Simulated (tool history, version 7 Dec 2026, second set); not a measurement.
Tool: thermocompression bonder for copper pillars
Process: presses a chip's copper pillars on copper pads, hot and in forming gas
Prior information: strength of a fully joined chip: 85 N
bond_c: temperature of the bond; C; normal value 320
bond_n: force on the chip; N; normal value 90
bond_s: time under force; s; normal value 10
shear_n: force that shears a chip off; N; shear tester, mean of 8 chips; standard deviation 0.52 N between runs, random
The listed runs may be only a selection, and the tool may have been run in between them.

run    day  bond_c  bond_n  bond_s  shear_n
  1  0.000     320      90      10     49.4
  2  0.362     320      90      10     49.3
  3  0.708     320      90      21     61.1
  4  1.162     347      90      10     59.4
  5  1.588     320      90      10     48.9
  6  2.033     320      90      10     48.6
  7  2.433     320      90      10     48.6
  8  2.667     320      90      10     48.2
  9  2.983     320      90      10     48.2
 10  3.238     320      90      10     48.9
 11  3.600     320      90      10     48.5
 12  3.946     320      90      10     47.4
 13  4.150     320      90      10     48.5
 14  4.371     320      77      10     44.7
 15  4.758     316      90       7     41.8

Run 16 is up next; what results do you expect?
 16  5.104     316      90       7        ?

shear_n: 41.6 N
Take away the tool's hidden state, keep the run-to-run variation as it was, and the same run would have given shear_n 42.9 N.
